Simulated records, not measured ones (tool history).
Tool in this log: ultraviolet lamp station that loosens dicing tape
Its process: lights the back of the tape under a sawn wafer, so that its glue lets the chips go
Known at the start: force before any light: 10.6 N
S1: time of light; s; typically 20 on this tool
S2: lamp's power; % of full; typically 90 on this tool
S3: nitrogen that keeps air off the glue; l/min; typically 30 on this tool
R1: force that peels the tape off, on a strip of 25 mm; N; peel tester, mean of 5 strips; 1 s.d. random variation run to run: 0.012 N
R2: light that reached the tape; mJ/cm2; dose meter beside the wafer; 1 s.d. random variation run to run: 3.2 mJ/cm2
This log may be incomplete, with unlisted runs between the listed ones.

{"run": 1, "hour": 0.0, "S1": 20, "S2": 90, "S3": 30, "R1": 0.877, "R2": 397}
{"run": 2, "hour": 34.8, "S1": 20, "S2": 90, "S3": 30, "R1": 0.878, "R2": 390}
{"run": 3, "hour": 60.4, "S1": 20, "S2": 90, "S3": 30, "R1": 0.897, "R2": 392}
{"run": 4, "hour": 95.9, "S1": 14, "S2": 90, "S3": 30, "R1": 1.815, "R2": 270}
{"run": 5, "hour": 120.6, "S1": 26, "S2": 90, "S3": 30, "R1": 0.528, "R2": 502}
{"run": 6, "hour": 157.3, "S1": 26, "S2": 90, "S3": 30, "R1": 0.548, "R2": 501}
{"run": 7, "hour": 188.1, "S1": 20, "S2": 90, "S3": 31, "R1": 0.95, "R2": 378}
{"run": 8, "hour": 218.6, "S1": 20, "S2": 90, "S3": 31, "R1": 0.978, "R2": 377}
{"run": 9, "hour": 248.6, "S1": 20, "S2": 90, "S3": 31, "R1": 0.988, "R2": 376}
{"run": 10, "hour": 275.3, "S1": 20, "S2": 90, "S3": 37, "R1": 0.833, "R2": 373}
{"run": 11, "hour": 308.1, "S1": 20, "S2": 90, "S3": 37, "R1": 0.867, "R2": 367}
{"run": 12, "hour": 338.2, "S1": 20, "S2": 90, "S3": 30, "R1": 1.078, "R2": 363}
{"run": 13, "hour": 372.9, "S1": 20, "S2": 90, "S3": 30, "R1": 1.026, "R2": 363}
{"run": 14, "hour": 414.6, "S1": 30, "S2": 65, "S3": 41, "R1": 0.716, "R2": 391}
{"hour": 422.2, "done": "window cleaned of glue's vapour"}
{"run": 15, "hour": 450.2, "S1": 30, "S2": 65, "S3": 41, "R1": 0.487, "R2": 460}
{"run": 16, "hour": 475.7, "S1": 30, "S2": 65, "S3": 41, "R1": 0.508, "R2": 456}
{"run": 17, "hour": 511.5, "S1": 20, "S2": 90, "S3": 35, "R1": 0.656, "R2": 418}
{"run": 18, "hour": 547.3, "S1": 20, "S2": 90, "S3": 35, "R1": 0.718, "R2": 419}
{"run": 19, "hour": 566.3, "S1": 20, "S2": 90, "S3": 35, "R1": 0.711, "R2": 418}
{"run": 20, "hour": 597.8, "S1": 12, "S2": 81, "S3": 19, "R1": 3.3, "R2": 223}
{"run": 21, "hour": 623.1, "S1": 20, "S2": 83, "S3": 26, "R1": 1.078, "R2": 373}
{"run": 22, "hour": 655.5, "S1": 11, "S2": 90, "S3": 35, "R1": 2.183, "R2": 226}
{"run": 23, "hour": 673.6, "S1": 12, "S2": 86, "S3": 11, "R1": 3.741, "R2": 229}
{"run": 24, "hour": 713.5, "S1": 12, "S2": 86, "S3": 11, "R1": 3.864, "R2": 225}
{"run": 25, "hour": 733.0, "S1": 23, "S2": 86, "S3": 28, "R1": 0.765, "R2": 434}
{"run": 26, "hour": 766.1, "S1": 23, "S2": 94, "S3": 21, "R1": 0.831, "R2": 472}

What if the next run were any one of these 5? Each begins from the tool's condition after run 26:
{"run": "A", "hour": 787.9, "S1": 13, "S2": 79, "S3": 25, "R1": "?", "R2": "?"}
{"run": "B", "hour": 787.9, "S1": 16, "S2": 85, "S3": 10, "R1": "?", "R2": "?"}
{"run": "C", "hour": 787.9, "S1": 15, "S2": 73, "S3": 57, "R1": "?", "R2": "?"}
{"run": "D", "hour": 787.9, "S1": 35, "S2": 82, "S3": 25, "R1": "?", "R2": "?"}
{"run": "E", "hour": 787.9, "S1": 23, "S2": 88, "S3": 19, "R1": "?", "R2": "?"}

run=A R1=2.720 R2=226
run=B R1=3.119 R2=295
run=C R1=1.513 R2=236
run=D R1=0.403 R2=623
run=E R1=1.065 R2=440
With the hidden condition removed and each run's random variation left untouched, the same runs would have given:
run=A R1=1.963 R2=283
run=B R1=2.325 R2=369
run=C R1=0.986 R2=295
run=D R1=0.288 R2=781
run=E R1=0.667 R2=551
